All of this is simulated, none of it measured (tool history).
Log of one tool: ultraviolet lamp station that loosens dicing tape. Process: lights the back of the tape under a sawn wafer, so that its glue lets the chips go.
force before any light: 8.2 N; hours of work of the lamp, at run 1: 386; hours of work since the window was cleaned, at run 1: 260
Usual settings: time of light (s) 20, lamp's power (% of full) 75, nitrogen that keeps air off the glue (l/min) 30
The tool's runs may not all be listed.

run,hour,time of light (s),lamp's power (% of full),nitrogen that keeps air off the glue (l/min),hours of work of the lamp,hours of work since the window was cleaned,force that peels the tape off (N),light that reached the tape (mJ/cm²)
1,0.0,20,75,30,386,260,0.950,428
2,11.1,20,75,30,392,266,0.943,432
3,27.5,20,75,30,400,274,0.985,427
4,37.4,20,75,30,405,279,0.927,430
5,50.3,20,75,30,411,286,0.971,426
6,61.3,20,75,30,417,291,0.961,426
7,80.1,20,75,30,426,300,1.034,418
# hour 91.8: window cleaned of glue's vapour
8,96.1,20,75,30,434,2,1.200,375
9,114.6,20,75,30,443,11,1.224,372
10,125.8,20,75,13,449,17,1.700,374
11,134.2,20,75,13,453,21,1.644,370
12,148.3,20,75,13,460,28,1.671,365
13,162.6,20,75,30,467,35,1.320,365
14,177.5,20,75,30,474,43,1.277,364
# hour 179.5: window cleaned of glue's vapour, once more
15,190.9,20,75,30,481,6,0.767,474
16,207.7,11,97,35,489,14,1.417,334
17,218.9,18,97,13,495,20,0.793,544
18,231.1,29,76,30,501,26,0.351,694
19,242.9,29,72,46,507,32,0.338,656
20,260.4,20,65,50,516,40,0.918,402
21,273.4,29,82,46,522,47,0.248,730
22,281.3,23,87,35,526,51,0.412,614
23,296.4,23,87,35,534,58,0.397,615
24,306.7,20,77,43,539,64,0.712,466
25,321.7,20,77,43,546,71,0.709,463
26,336.4,28,75,41,554,78,0.367,635
27,353.9,28,75,41,562,87,0.366,625

Forecast each of these 4 alternatives for the next run:
A,368.4,26,87,53,570,94,?,?
B,368.4,12,87,34,570,94,?,?
C,368.4,25,60,10,570,94,?,?
D,368.4,28,80,14,570,94,?,?

run,force that peels the tape off (N),light that reached the tape (mJ/cm²)
A,0.277,678
B,1.602,313
C,1.347,446
D,0.502,665
Without the tool's hidden state the same runs would have given:
run,force that peels the tape off (N),light that reached the tape (mJ/cm²)
A,0.188,810
B,1.185,374
C,0.965,533
D,0.332,796
